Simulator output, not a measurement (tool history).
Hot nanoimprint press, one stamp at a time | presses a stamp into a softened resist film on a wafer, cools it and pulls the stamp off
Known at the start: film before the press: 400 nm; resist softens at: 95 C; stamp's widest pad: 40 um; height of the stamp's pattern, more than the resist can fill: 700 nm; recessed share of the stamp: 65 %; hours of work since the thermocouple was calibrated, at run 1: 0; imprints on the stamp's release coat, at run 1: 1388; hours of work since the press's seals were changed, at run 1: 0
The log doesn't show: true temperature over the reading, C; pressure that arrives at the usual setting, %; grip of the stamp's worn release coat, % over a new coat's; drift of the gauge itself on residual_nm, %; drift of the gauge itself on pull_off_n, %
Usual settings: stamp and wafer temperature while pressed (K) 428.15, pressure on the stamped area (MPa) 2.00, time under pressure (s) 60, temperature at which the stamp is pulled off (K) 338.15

run     day  stamp and wafer temperature while pressed (K)  pressure on the stamped area (MPa)  time under pressure (s)  temperature at which the stamp is pulled off (K)  hours of work since the thermocouple was calibrated  imprints on the stamp's release coat  hours of work since the press's seals were changed  resist left under the stamp's widest pad (Å)  greatest force while the stamp is pulled off (N)
  1   0.000                                         428.15                                2.00                       60                                            338.15                                                    0                                  1388                                                   0                                          1984                                               110
  2   0.575                                         417.15                                2.00                       60                                            338.15                                                   10                                  1456                                                  10                                          3085                                               102
  3   1.408                                         417.15                                2.00                       60                                            338.15                                                   24                                  1554                                                  24                                          3070                                               109
  4   2.029                                         428.15                                2.00                       60                                            338.15                                                   35                                  1627                                                  35                                          1977                                               111
  5   2.942                                         428.15                                2.00                       60                                            338.15                                                   50                                  1735                                                  50                                          1990                                               107
      3.729  -- stamp cleaned and given a new release coat
  6   3.938                                         428.15                                2.00                       60                                            338.15                                                   63                                    24                                                  63                                          1982                                               107
  7   4.475                                         428.15                                2.00                       60                                            344.15                                                   72                                    88                                                  72                                          1976                                                99
  8   5.188                                         428.15                                2.00                       60                                            344.15                                                   84                                   172                                                  84                                          1982                                               103
  9   5.700                                         428.15                                3.12                       60                                            344.15                                                   93                                   232                                                  93                                          1616                                               101
 10   6.121                                         428.15                                3.12                       60                                            344.15                                                  100                                   282                                                 100                                          1623                                               102
 11   6.875                                         428.15                                3.12                       60                                            344.15                                                  113                                   371                                                 113                                          1611                                                99
 12   7.454                                         428.15                                3.12                       60                                            344.15                                                  123                                   439                                                 123                                          1619                                                97
 13   7.917                                         428.15                                3.12                       60                                            329.15                                                  131                                   494                                                 131                                          1633                                               115
 14   8.838                                         428.15                                2.00                       60                                            338.15                                                  147                                   602                                                 147                                          1979                                               105
 15   9.371                                         428.15                                2.00                       60                                            338.15                                                  156                                   665                                                 156                                          1985                                               106
 16  10.075                                         430.15                                1.34                       34                                            330.15                                                  168                                   748                                                 168                                          2562                                               114
 17  10.621                                         430.15                                1.34                       34                                            330.15                                                  177                                   812                                                 177                                          2553                                               110
 18  10.996                                         426.15                                2.19                       66                                            338.15                                                  184                                   857                                                 184                                          2004                                               104
 19  11.858                                         428.15                                2.00                       56                                            338.15                                                  198                                   958                                                 198                                          2028                                               103
 20  12.446                                         428.15                                2.00                       56                                            338.15                                                  208                                  1027                                                 208                                          2026                                               106
 21  12.988                                         424.15                                2.00                       60                                            338.15                                                  218                                  1092                                                 218                                          2357                                               107
 22  13.604                                         424.15                                2.00                       60                                            338.15                                                  228                                  1164                                                 228                                          2360                                               111
 23  14.388                                         428.15                                2.53                       60                                            332.15                                                  241                                  1256                                                 241                                          1786                                               110
 24  15.325                                         428.15                                1.44                       32                                            332.15                                                  258                                  1367                                                 258                                          2721                                               108
 25  15.925                                         428.15                                2.49                       60                                            338.15                                                  268                                  1438                                                 268                                          1790                                               109
 26  16.350                                         428.15                                1.29                       33                                            338.15                                                  275                                  1487                                                 275                                          2801                                               108
 27  17.112                                         428.15                                1.29                       33                                            338.15                                                  288                                  1578                                                 288                                          2801                                               108
 28  17.996                                         427.15                                2.00                       70                                            324.15                                                  303                                  1682                                                 303                                          1975                                               114
 29  18.412                                         427.15                                2.00                       42                                            324.15                                                  310                                  1731                                                 310                                          2318                                               121

Forecast each of these 3 alternatives for the next run:
     19.208  -- stamp cleaned and given a new release coat
  A  19.258                                         427.15                                2.00                       67                                            324.15                                                  320                                     6                                                 320                                             ?                                                 ?
     19.208  -- stamp cleaned and given a new release coat
  B  19.258                                         427.15                                2.42                       42                                            324.15                                                  320                                     6                                                 320                                             ?                                                 ?
     19.208  -- stamp cleaned and given a new release coat
  C  19.258                                         429.15                                2.00                       44                                            324.15                                                  320                                     6                                                 320                                             ?                                                 ?

run  resist left under the stamp's widest pad (Å)  greatest force while the stamp is pulled off (N)
  A                                          2009                                               117
  B                                          2165                                               116
  C                                          2106                                               113
Without the tool's hidden state the same runs would have given:
run  resist left under the stamp's widest pad (Å)  greatest force while the stamp is pulled off (N)
  A                                          2007                                               117
  B                                          2163                                               116
  C                                          2104                                               113
